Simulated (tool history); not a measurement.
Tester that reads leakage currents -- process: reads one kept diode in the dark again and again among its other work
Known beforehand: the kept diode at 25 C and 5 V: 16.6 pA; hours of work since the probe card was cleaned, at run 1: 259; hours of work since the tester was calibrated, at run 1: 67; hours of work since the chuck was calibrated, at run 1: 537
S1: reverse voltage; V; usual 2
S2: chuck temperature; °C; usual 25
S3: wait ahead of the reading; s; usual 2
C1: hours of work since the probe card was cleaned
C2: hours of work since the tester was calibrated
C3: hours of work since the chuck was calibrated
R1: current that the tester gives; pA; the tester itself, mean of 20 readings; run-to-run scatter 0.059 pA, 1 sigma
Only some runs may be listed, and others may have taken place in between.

run 1 hour=0 | S1=2 S2=25 S3=2 | C1=259 C2=67 C3=537 | R1=10.39
run 2 hour=25.5 | S1=2 S2=25 S3=2 | C1=277 C2=85 C3=555 | R1=10.43
run 3 hour=63.3 | S1=2 S2=25 S3=2 | C1=304 C2=112 C3=582 | R1=10.34
run 4 hour=98.4 | S1=2 S2=25 S3=2 | C1=328 C2=136 C3=606 | R1=10.38
run 5 hour=117.3 | S1=4.04 S2=25 S3=2 | C1=342 C2=150 C3=620 | R1=15.14
run 6 hour=150.8 | S1=4.04 S2=25 S3=2 | C1=365 C2=173 C3=643 | R1=15.26
run 7 hour=182.4 | S1=4.04 S2=25 S3=2 | C1=387 C2=195 C3=665 | R1=15.22
run 8 hour=209.9 | S1=4.04 S2=25 S3=2 | C1=407 C2=215 C3=685 | R1=15.24
run 9 hour=225.6 | S1=4.04 S2=25 S3=4.52 | C1=418 C2=226 C3=696 | R1=14.92
run 10 hour=241.4 | S1=4.23 S2=25 S3=2 | C1=429 C2=237 C3=707 | R1=15.71
run 11 hour=275.7 | S1=4.23 S2=25 S3=2 | C1=453 C2=261 C3=731 | R1=15.62
run 12 hour=295.9 | S1=4.23 S2=25 S3=2 | C1=467 C2=275 C3=745 | R1=15.47
run 13 hour=325.5 | S1=2 S2=25 S3=2 | C1=488 C2=296 C3=766 | R1=10.33
run 14 hour=341.1 | S1=2 S2=25 S3=2 | C1=499 C2=307 C3=777 | R1=10.43
run 15 hour=375.2 | S1=2 S2=25 S3=1.11 | C1=523 C2=331 C3=801 | R1=10.53
run 16 hour=399.2 | S1=2 S2=25 S3=2 | C1=540 C2=348 C3=818 | R1=10.38
run 17 hour=431.4 | S1=2 S2=25 S3=0.54 | C1=563 C2=370 C3=841 | R1=10.82
run 18 hour=461.2 | S1=2 S2=25 S3=0.54 | C1=583 C2=391 C3=862 | R1=10.78
run 19 hour=489.3 | S1=16.97 S2=25 S3=2 | C1=603 C2=411 C3=881 | R1=33.46
run 20 hour=510.8 | S1=16.97 S2=25 S3=2 | C1=618 C2=426 C3=896 | R1=33.53
run 21 hour=532.6 | S1=16.97 S2=25 S3=2 | C1=634 C2=442 C3=912 | R1=33.63
run 22 hour=552.9 | S1=16.97 S2=25 S3=2 | C1=648 C2=456 C3=926 | R1=33.53
run 23 hour=581.2 | S1=16.97 S2=32 S3=7.43 | C1=668 C2=476 C3=946 | R1=52.85
run 24 hour=599.2 | S1=3.11 S2=32 S3=1.78 | C1=681 C2=488 C3=959 | R1=21.41
run 25 hour=616.1 | S1=3.11 S2=26 S3=1.78 | C1=692 C2=500 C3=970 | R1=14.22
run 26 hour=635 | S1=2.15 S2=26 S3=1.78 | C1=706 C2=514 C3=984 | R1=11.62
run 27 hour=664.6 | S1=19.05 S2=25 S3=1.72 | C1=727 C2=534 C3=1005 | R1=36.24
run 28 hour=700.8 | S1=2 S2=38 S3=0.3 | C1=752 C2=560 C3=1030 | R1=26.31
run 29 hour=723.8 | S1=5.53 S2=49 S3=2.04 | C1=768 C2=576 C3=1046 | R1=88.27
run 30 hour=749.3 | S1=1.17 S2=31 S3=0.63 | C1=786 C2=594 C3=1064 | R1=12
run 31 hour=766.1 | S1=5.47 S2=25 S3=7.93 | C1=798 C2=606 C3=1076 | R1=17.67
run 32 hour=803.8 | S1=5.47 S2=46 S3=3.74 | C1=824 C2=632 C3=1103 | R1=72.3
run 33 hour=831.2 | S1=5.47 S2=31 S3=6.7 | C1=844 C2=652 C3=1122 | R1=26.91
run 34 hour=862.2 | S1=5.47 S2=31 S3=6.7 | C1=866 C2=673 C3=1144 | R1=26.88
run 35 hour=891.3 | S1=5.47 S2=31 S3=6.7 | C1=886 C2=694 C3=1164 | R1=26.79
run 36 hour=917.3 | S1=8.99 S2=25 S3=0.66 | C1=904 C2=712 C3=1182 | R1=25.13
run 37 hour=939.3 | S1=6.86 S2=59 S3=1.04 | C1=920 C2=728 C3=1198 | R1=180.47
run 38 hour=966.4 | S1=5.86 S2=25 S3=1.26 | C1=939 C2=747 C3=1217 | R1=19.08
run 39 hour=982.3 | S1=7.94 S2=39 S3=1.35 | C1=950 C2=758 C3=1228 | R1=57.15

3 ways to go on from here, each from the tool as it stands after run 39. What would each give?
run A hour=998.7 | S1=7.94 S2=30 S3=1.32 | C1=961 C2=769 C3=1240 | R1=?
run B hour=998.7 | S1=2 S2=28 S3=2 | C1=961 C2=769 C3=1240 | R1=?
run C hour=998.7 | S1=8.86 S2=22 S3=1.35 | C1=961 C2=769 C3=1240 | R1=?

run=A R1=31.39
run=B R1=12.82
run=C R1=19.26
Without the tool's hidden state the same runs would have given:
run=A R1=31.38
run=B R1=12.82
run=C R1=19.26
